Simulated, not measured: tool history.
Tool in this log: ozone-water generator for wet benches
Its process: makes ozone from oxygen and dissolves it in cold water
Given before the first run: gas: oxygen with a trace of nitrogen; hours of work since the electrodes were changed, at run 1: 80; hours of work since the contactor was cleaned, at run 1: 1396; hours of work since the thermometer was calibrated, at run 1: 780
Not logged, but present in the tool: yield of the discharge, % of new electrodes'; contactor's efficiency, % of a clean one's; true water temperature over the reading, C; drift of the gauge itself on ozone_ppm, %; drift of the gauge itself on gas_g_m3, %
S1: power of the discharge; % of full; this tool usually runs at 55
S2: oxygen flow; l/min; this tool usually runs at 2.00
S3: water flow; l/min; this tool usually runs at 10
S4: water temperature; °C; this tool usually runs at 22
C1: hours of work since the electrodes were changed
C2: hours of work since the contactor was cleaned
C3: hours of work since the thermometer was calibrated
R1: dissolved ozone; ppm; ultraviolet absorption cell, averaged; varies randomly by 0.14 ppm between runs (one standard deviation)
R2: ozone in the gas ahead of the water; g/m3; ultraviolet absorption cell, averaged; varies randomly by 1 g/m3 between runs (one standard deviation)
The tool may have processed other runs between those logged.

Run 1, hour 0.0: usual settings; C1 80; C2 1396; C3 780. Result: R1 16.7 ppm, R2 182.0 g/m3.
Run 2, hour 170.9: usual settings; C1 183; C2 1498; C3 882. Result: R1 16.6 ppm, R2 183.2 g/m3.
Run 3, hour 340.2: usual settings; C1 284; C2 1600; C3 984. Result: R1 16.9 ppm, R2 180.5 g/m3.
Run 4, hour 500.4: usual settings but S4 24 °C; C1 381; C2 1696; C3 1080. Result: R1 16.2 ppm, R2 182.4 g/m3.
Run 5, hour 582.9: usual settings but S4 24 °C; C1 430; C2 1746; C3 1130. Result: R1 16.3 ppm, R2 183.1 g/m3.
Run 6, hour 756.8: usual settings but S4 24 °C; C1 535; C2 1850; C3 1234. Result: R1 16.1 ppm, R2 179.7 g/m3.
Run 7, hour 931.7: usual settings; C1 640; C2 1955; C3 1339. Result: R1 16.5 ppm, R2 182.5 g/m3.
Run 8, hour 1125.8: usual settings; C1 756; C2 2072; C3 1456. Result: R1 16.6 ppm, R2 183.5 g/m3.
Run 9, hour 1297.7: usual settings; C1 859; C2 2175; C3 1559. Result: R1 16.5 ppm, R2 181.6 g/m3.
Run 10, hour 1385.2: usual settings; C1 912; C2 2228; C3 1612. Result: R1 16.7 ppm, R2 183.9 g/m3.
Run 11, hour 1572.3: usual settings; C1 1024; C2 2340; C3 1724. Result: R1 16.7 ppm, R2 182.0 g/m3.
Run 12, hour 1736.0: usual settings; C1 1123; C2 2438; C3 1822. Result: R1 16.6 ppm, R2 183.1 g/m3.
Run 13, hour 1936.9: usual settings; C1 1243; C2 2559; C3 1943. Result: R1 16.7 ppm, R2 184.0 g/m3.
Run 14, hour 2065.0: usual settings; C1 1320; C2 2636; C3 2020. Result: R1 16.7 ppm, R2 181.3 g/m3.
Run 15, hour 2217.8: usual settings but S3 9 l/min; C1 1412; C2 2728; C3 2112. Result: R1 18.3 ppm, R2 183.0 g/m3.
Run 16, hour 2395.3: usual settings; C1 1519; C2 2834; C3 2218. Result: R1 16.5 ppm, R2 184.0 g/m3.
Run 17, hour 2557.0: usual settings but S4 18 °C; C1 1616; C2 2931; C3 2315. Result: R1 17.7 ppm, R2 183.4 g/m3.
Run 18, hour 2688.3: usual settings but S4 18 °C; C1 1695; C2 3010; C3 2394. Result: R1 17.7 ppm, R2 182.2 g/m3.
Run 19, hour 2893.4: usual settings but S1 74 % of full, S3 15 l/min; C1 1818; C2 3133; C3 2517. Result: R1 12.9 ppm, R2 218.0 g/m3.
Run 20, hour 3036.1: usual settings but S1 45 % of full, S3 13 l/min, S4 21 °C; C1 1903; C2 3219; C3 2603. Result: R1 11.6 ppm, R2 166.0 g/m3.
Run 21, hour 3130.9: usual settings but S1 78 % of full, S2 1.23 l/min, S3 9 l/min, S4 20 °C; C1 1960; C2 3276; C3 2660. Result: R1 21.6 ppm, R2 295.4 g/m3.
Run 22, hour 3215.7: usual settings but S1 63 % of full, S2 1.15 l/min, S3 12 l/min, S4 29 °C; C1 2011; C2 3327; C3 2711. Result: R1 13.4 ppm, R2 270.1 g/m3.
Run 23, hour 3393.0: usual settings but S1 42 % of full, S2 1.15 l/min, S3 12 l/min, S4 29 °C; C1 2118; C2 3433; C3 2817. Result: R1 10.6 ppm, R2 218.1 g/m3.
Run 24, hour 3509.4: usual settings but S1 87 % of full, S2 1.44 l/min; C1 2188; C2 3503; C3 2887. Result: R1 20.8 ppm, R2 285.1 g/m3.
Run 25, hour 3682.0: usual settings but S1 93 % of full, S2 2.20 l/min; C1 2291; C2 3607; C3 2991. Result: R1 22.0 ppm, R2 233.7 g/m3.
Run 26, hour 3778.8: usual settings but S1 93 % of full, S2 2.20 l/min; C1 2349; C2 3665; C3 3049. Result: R1 22.3 ppm, R2 234.4 g/m3.
Run 27, hour 3920.7: usual settings but S1 41 % of full, S4 16 °C; C1 2435; C2 3750; C3 3134. Result: R1 15.1 ppm, R2 158.3 g/m3.
At hour 4067.7: gauge calibrated.
Run 28, hour 4101.5: usual settings but S1 41 % of full, S4 23 °C; C1 2543; C2 3859; C3 3243. Result: R1 13.8 ppm, R2 154.9 g/m3.
Run 29, hour 4266.9: usual settings but S1 41 % of full, S4 23 °C; C1 2643; C2 3958; C3 3342. Result: R1 14.1 ppm, R2 153.9 g/m3.
At hour 4280.6: contactor cleaned.
Run 30, hour 4366.1: usual settings but S3 11 l/min, S4 18 °C; C1 2700; C2 51; C3 3400. Result: R1 16.0 ppm, R2 179.6 g/m3.
Run 31, hour 4552.2: usual settings but S3 11 l/min, S4 18 °C; C1 2812; C2 163; C3 3511. Result: R1 15.7 ppm, R2 180.8 g/m3.
Run 32, hour 4657.4: usual settings but S1 60 % of full, S2 1.71 l/min, S3 6 l/min, S4 19 °C; C1 2875; C2 226; C3 3574. Result: R1 27.6 ppm, R2 206.5 g/m3.
Run 33, hour 4746.6: usual settings but S1 88 % of full, S2 2.08 l/min, S4 24 °C; C1 2928; C2 280; C3 3628. Result: R1 20.9 ppm, R2 230.7 g/m3.
Run 34, hour 4867.0: usual settings but S1 74 % of full, S2 2.33 l/min, S3 12 l/min; C1 3001; C2 352; C3 3700. Result: R1 16.5 ppm, R2 196.6 g/m3.

Alternative continuations, all from the tool just after run 34; predict every row:
Run A, hour 5040.2: usual settings but S1 61 % of full, S3 9 l/min, S4 16 °C; C1 3105; C2 456; C3 3804. Result: R1 ?, R2 ?.
Run B, hour 5040.2: usual settings but S1 74 % of full, S2 1.75 l/min, S3 14 l/min; C1 3105; C2 456; C3 3804. Result: R1 ?, R2 ?.
Run C, hour 5040.2: usual settings but S1 43 % of full, S3 9 l/min, S4 16 °C; C1 3105; C2 456; C3 3804. Result: R1 ?, R2 ?.

run    R1     R2
  A  20.9  192.6
  B  13.8  230.6
  C  17.4  158.3
What these runs would have given with no unlogged condition in the tool:
run    R1     R2
  A  21.0  191.6
  B  13.8  229.4
  C  17.4  157.4
